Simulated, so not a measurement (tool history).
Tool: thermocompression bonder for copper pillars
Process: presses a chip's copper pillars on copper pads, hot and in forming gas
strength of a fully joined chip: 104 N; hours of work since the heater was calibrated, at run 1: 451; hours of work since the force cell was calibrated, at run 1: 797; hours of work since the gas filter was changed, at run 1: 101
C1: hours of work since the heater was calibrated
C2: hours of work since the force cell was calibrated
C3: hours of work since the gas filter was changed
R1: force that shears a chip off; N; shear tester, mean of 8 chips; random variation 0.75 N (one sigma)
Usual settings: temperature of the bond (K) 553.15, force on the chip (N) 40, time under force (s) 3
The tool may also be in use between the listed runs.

{"run": 1, "hour": 0.0, "temperature of the bond (K)": 553.15, "force on the chip (N)": 40, "time under force (s)": 3, "C1": 451, "C2": 797, "C3": 101, "R1": 60.1}
{"run": 2, "hour": 42.0, "temperature of the bond (K)": 553.15, "force on the chip (N)": 40, "time under force (s)": 3, "C1": 484, "C2": 830, "C3": 134, "R1": 61.2}
{"run": 3, "hour": 62.2, "temperature of the bond (K)": 553.15, "force on the chip (N)": 40, "time under force (s)": 3, "C1": 500, "C2": 846, "C3": 150, "R1": 61.2}
{"run": 4, "hour": 97.2, "temperature of the bond (K)": 553.15, "force on the chip (N)": 40, "time under force (s)": 3, "C1": 527, "C2": 873, "C3": 177, "R1": 61.3}
{"run": 5, "hour": 121.8, "temperature of the bond (K)": 553.15, "force on the chip (N)": 40, "time under force (s)": 3, "C1": 546, "C2": 892, "C3": 196, "R1": 60.7}
{"run": 6, "hour": 151.8, "temperature of the bond (K)": 553.15, "force on the chip (N)": 40, "time under force (s)": 3, "C1": 570, "C2": 916, "C3": 220, "R1": 59.8}
{"hour": 162.3, "done": "heater calibrated with a thermocouple chip"}
{"run": 7, "hour": 191.4, "temperature of the bond (K)": 553.15, "force on the chip (N)": 40, "time under force (s)": 3, "C1": 23, "C2": 945, "C3": 249, "R1": 60.9}
{"run": 8, "hour": 237.3, "temperature of the bond (K)": 553.15, "force on the chip (N)": 40, "time under force (s)": 3, "C1": 59, "C2": 981, "C3": 285, "R1": 59.9}
{"run": 9, "hour": 273.5, "temperature of the bond (K)": 553.15, "force on the chip (N)": 40, "time under force (s)": 6, "C1": 87, "C2": 1009, "C3": 313, "R1": 74.0}
{"run": 10, "hour": 315.0, "temperature of the bond (K)": 531.15, "force on the chip (N)": 39, "time under force (s)": 2, "C1": 119, "C2": 1042, "C3": 346, "R1": 42.0}
{"hour": 321.4, "done": "forming gas filter changed"}
{"run": 11, "hour": 335.9, "temperature of the bond (K)": 531.15, "force on the chip (N)": 28, "time under force (s)": 3, "C1": 135, "C2": 1058, "C3": 11, "R1": 41.0}
{"run": 12, "hour": 376.3, "temperature of the bond (K)": 531.15, "force on the chip (N)": 28, "time under force (s)": 3, "C1": 167, "C2": 1089, "C3": 43, "R1": 39.5}
{"run": 13, "hour": 405.5, "temperature of the bond (K)": 549.15, "force on the chip (N)": 33, "time under force (s)": 4, "C1": 190, "C2": 1112, "C3": 66, "R1": 57.8}
{"run": 14, "hour": 435.2, "temperature of the bond (K)": 535.15, "force on the chip (N)": 31, "time under force (s)": 2, "C1": 213, "C2": 1135, "C3": 89, "R1": 38.0}
{"run": 15, "hour": 455.4, "temperature of the bond (K)": 526.15, "force on the chip (N)": 31, "time under force (s)": 2, "C1": 229, "C2": 1151, "C3": 105, "R1": 34.1}
{"run": 16, "hour": 476.7, "temperature of the bond (K)": 526.15, "force on the chip (N)": 31, "time under force (s)": 2, "C1": 245, "C2": 1168, "C3": 121, "R1": 35.6}
{"run": 17, "hour": 508.4, "temperature of the bond (K)": 526.15, "force on the chip (N)": 31, "time under force (s)": 2, "C1": 270, "C2": 1193, "C3": 146, "R1": 35.4}

Forecast each of these 4 alternatives for the next run:
{"run": "A", "hour": 548.4, "temperature of the bond (K)": 542.15, "force on the chip (N)": 52, "time under force (s)": 2, "C1": 301, "C2": 1224, "C3": 177, "R1": "?"}
{"run": "B", "hour": 548.4, "temperature of the bond (K)": 583.15, "force on the chip (N)": 39, "time under force (s)": 3, "C1": 301, "C2": 1224, "C3": 177, "R1": "?"}
{"run": "C", "hour": 548.4, "temperature of the bond (K)": 562.15, "force on the chip (N)": 35, "time under force (s)": 5, "C1": 301, "C2": 1224, "C3": 177, "R1": "?"}
{"run": "D", "hour": 548.4, "temperature of the bond (K)": 538.15, "force on the chip (N)": 45, "time under force (s)": 2, "C1": 301, "C2": 1224, "C3": 177, "R1": "?"}

run=A R1=54.8
run=B R1=73.3
run=C R1=70.0
run=D R1=48.7
Without the tool's hidden state the same runs would have given:
run=A R1=54.9
run=B R1=73.4
run=C R1=70.1
run=D R1=48.8

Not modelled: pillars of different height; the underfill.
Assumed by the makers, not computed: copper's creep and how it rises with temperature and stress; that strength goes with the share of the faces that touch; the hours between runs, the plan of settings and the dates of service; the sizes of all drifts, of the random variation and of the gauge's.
